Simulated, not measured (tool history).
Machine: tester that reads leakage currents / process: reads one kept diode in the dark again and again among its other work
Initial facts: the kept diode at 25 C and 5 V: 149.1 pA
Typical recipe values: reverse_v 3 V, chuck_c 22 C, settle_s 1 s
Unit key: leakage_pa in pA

run,hour,reverse_v,chuck_c,settle_s,leakage_pa
1,0,3,22,1,97.31
2,52.2,3,22,1,97.27
3,114.2,3,22,1,97.19
4,212.7,3,22,1,97.27
5,291.3,3,22,1,97.92
# hour 393.9: probe card cleaned and baked
6,414.8,3,22,1,90.14
7,481.5,5.65,47,1.83,909.36
8,579.6,2.57,32,1.96,193.92
9,667.4,6.76,22,0.46,135.25
# hour 676: chuck's temperature calibrated
10,759,6.76,22,0.46,136.58
11,878.1,6.76,22,0.46,136.45
12,956.1,13.69,51,2.77,1876.2

Consider 4 possible next runs. They are alternatives, not a sequence: every one starts from the tool as it was left by run 12. What does each give?
A,1034.9,2.58,32,0.39,?
B,1034.9,1.57,37,0.96,?
C,1034.9,4.99,36,1.26,?
D,1034.9,2.87,51,3.26,?

run,leakage_pa
A,196.81
B,231.66
C,372.64
D,878.6
Without the tool's hidden state the same runs would have given:
run,leakage_pa
A,194.53
B,229.5
C,368.49
D,872.7
